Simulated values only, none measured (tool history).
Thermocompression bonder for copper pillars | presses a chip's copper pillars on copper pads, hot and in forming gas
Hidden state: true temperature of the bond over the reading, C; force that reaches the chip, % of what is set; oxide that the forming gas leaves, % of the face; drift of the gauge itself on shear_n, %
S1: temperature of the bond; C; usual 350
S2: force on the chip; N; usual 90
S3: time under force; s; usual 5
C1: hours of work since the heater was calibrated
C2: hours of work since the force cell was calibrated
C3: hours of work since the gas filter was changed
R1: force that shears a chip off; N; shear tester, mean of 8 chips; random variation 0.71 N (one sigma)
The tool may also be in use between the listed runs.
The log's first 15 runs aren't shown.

run 16 hour=562.6 | S1=351 S2=90 S3=7 | C1=1569 C2=1162 C3=215 | R1=83.6
run 17 hour=612.0 | S1=351 S2=90 S3=7 | C1=1592 C2=1184 C3=238 | R1=82.0
run 18 hour=663.5 | S1=351 S2=90 S3=7 | C1=1615 C2=1208 C3=262 | R1=81.8
run 19 hour=699.8 | S1=351 S2=99 S3=7 | C1=1632 C2=1225 C3=278 | R1=85.2
-- hour=716.8 forming gas filter changed
run 20 hour=735.7 | S1=350 S2=90 S3=5 | C1=1648 C2=1241 C3=9 | R1=73.0
run 21 hour=776.8 | S1=350 S2=90 S3=5 | C1=1667 C2=1260 C3=28 | R1=74.9
run 22 hour=799.7 | S1=332 S2=61 S3=4 | C1=1678 C2=1270 C3=38 | R1=45.5
-- hour=804.9 heater calibrated with a thermocouple chip
run 23 hour=842.7 | S1=325 S2=106 S3=3 | C1=17 C2=1289 C3=57 | R1=52.5
run 24 hour=881.9 | S1=325 S2=107 S3=4 | C1=35 C2=1307 C3=75 | R1=59.4
run 25 hour=905.7 | S1=325 S2=107 S3=4 | C1=46 C2=1318 C3=86 | R1=58.6
run 26 hour=958.5 | S1=369 S2=90 S3=5 | C1=70 C2=1342 C3=110 | R1=85.7
run 27 hour=1001.5 | S1=356 S2=79 S3=4 | C1=90 C2=1362 C3=130 | R1=67.8
run 28 hour=1033.6 | S1=329 S2=90 S3=8 | C1=105 C2=1377 C3=144 | R1=70.3
run 29 hour=1087.4 | S1=344 S2=118 S3=6 | C1=130 C2=1401 C3=169 | R1=84.8
run 30 hour=1138.0 | S1=371 S2=95 S3=5 | C1=153 C2=1424 C3=192 | R1=87.8
run 31 hour=1191.2 | S1=371 S2=95 S3=5 | C1=177 C2=1449 C3=217 | R1=89.0
run 32 hour=1221.8 | S1=350 S2=128 S3=12 | C1=191 C2=1463 C3=231 | R1=104.7
run 33 hour=1265.3 | S1=332 S2=106 S3=13 | C1=211 C2=1483 C3=251 | R1=89.4
run 34 hour=1294.6 | S1=350 S2=128 S3=3 | C1=225 C2=1496 C3=264 | R1=75.1
run 35 hour=1319.5 | S1=350 S2=128 S3=3 | C1=236 C2=1508 C3=275 | R1=73.6
-- hour=1344.2 forming gas filter changed
run 36 hour=1355.0 | S1=368 S2=127 S3=5 | C1=252 C2=1524 C3=5 | R1=95.6
run 37 hour=1391.2 | S1=368 S2=127 S3=5 | C1=269 C2=1540 C3=22 | R1=98.5
run 38 hour=1435.0 | S1=372 S2=102 S3=12 | C1=289 C2=1560 C3=42 | R1=109.2
run 39 hour=1476.7 | S1=329 S2=90 S3=11 | C1=308 C2=1579 C3=61 | R1=77.2
run 40 hour=1523.6 | S1=350 S2=90 S3=6 | C1=329 C2=1601 C3=82 | R1=77.4

3 ways to go on from here, each from the tool as it stands after run 40. What would each give?
run A hour=1565.6 | S1=334 S2=90 S3=6 | C1=349 C2=1620 C3=102 | R1=?
run B hour=1565.6 | S1=370 S2=90 S3=5 | C1=349 C2=1620 C3=102 | R1=?
run C hour=1565.6 | S1=358 S2=75 S3=5 | C1=349 C2=1620 C3=102 | R1=?

run=A R1=68.5
run=B R1=86.9
run=C R1=73.8
Without the tool's hidden state the same runs would have given:
run=A R1=68.8
run=B R1=87.2
run=C R1=74.1
